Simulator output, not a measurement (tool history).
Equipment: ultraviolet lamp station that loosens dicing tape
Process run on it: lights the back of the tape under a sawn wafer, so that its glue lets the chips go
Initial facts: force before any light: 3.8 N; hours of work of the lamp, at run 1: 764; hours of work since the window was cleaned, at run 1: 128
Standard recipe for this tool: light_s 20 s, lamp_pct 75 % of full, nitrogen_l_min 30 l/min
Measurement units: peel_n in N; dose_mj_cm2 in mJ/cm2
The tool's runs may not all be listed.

| run | hour | light_s | lamp_pct | nitrogen_l_min | hours of work of the lamp | hours of work since the window was cleaned | peel_n | dose_mj_cm2 |
|---|---|---|---|---|---|---|---|---|
| 1 | 0 | 20 | 75 | 30 | 764 | 128 | 0.564 | 406 |
| 2 | 19.7 | 20 | 75 | 30 | 773 | 138 | 0.544 | 406 |
| 3 | 50.8 | 20 | 75 | 30 | 787 | 152 | 0.559 | 404 |
|  | 61.6 | lamp changed |
| 4 | 75.9 | 20 | 75 | 30 | 7 | 164 | 0.54 | 405 |
| 5 | 104.3 | 20 | 75 | 30 | 20 | 177 | 0.557 | 414 |
| 6 | 141.2 | 12 | 75 | 30 | 37 | 194 | 1.075 | 239 |
| 7 | 169 | 12 | 75 | 30 | 50 | 207 | 1.083 | 242 |
| 8 | 192.7 | 20 | 63 | 17 | 61 | 218 | 0.826 | 340 |
| 9 | 224.6 | 15 | 75 | 15 | 76 | 233 | 1.002 | 306 |
| 10 | 256.5 | 15 | 75 | 13 | 91 | 248 | 1.051 | 303 |
| 11 | 277 | 15 | 92 | 13 | 101 | 258 | 0.79 | 377 |
| 12 | 303.5 | 15 | 92 | 13 | 113 | 270 | 0.791 | 374 |
| 13 | 332 | 26 | 67 | 38 | 127 | 284 | 0.431 | 473 |
| 14 | 363.3 | 20 | 83 | 40 | 141 | 298 | 0.442 | 447 |

3 options for the next run, each taken on its own from the tool as it stands now. Forecast them:
| A | 393.1 | 20 | 82 | 30 | 155 | 312 | ? | ? |
| B | 393.1 | 20 | 90 | 19 | 155 | 312 | ? | ? |
| C | 393.1 | 12 | 97 | 39 | 155 | 312 | ? | ? |

| run | peel_n | dose_mj_cm2 |
|---|---|---|
| A | 0.483 | 450 |
| B | 0.476 | 484 |
| C | 0.737 | 313 |
With no hidden state in the tool, these same runs would have given:
| run | peel_n | dose_mj_cm2 |
|---|---|---|
| A | 0.482 | 451 |
| B | 0.475 | 485 |
| C | 0.735 | 313 |
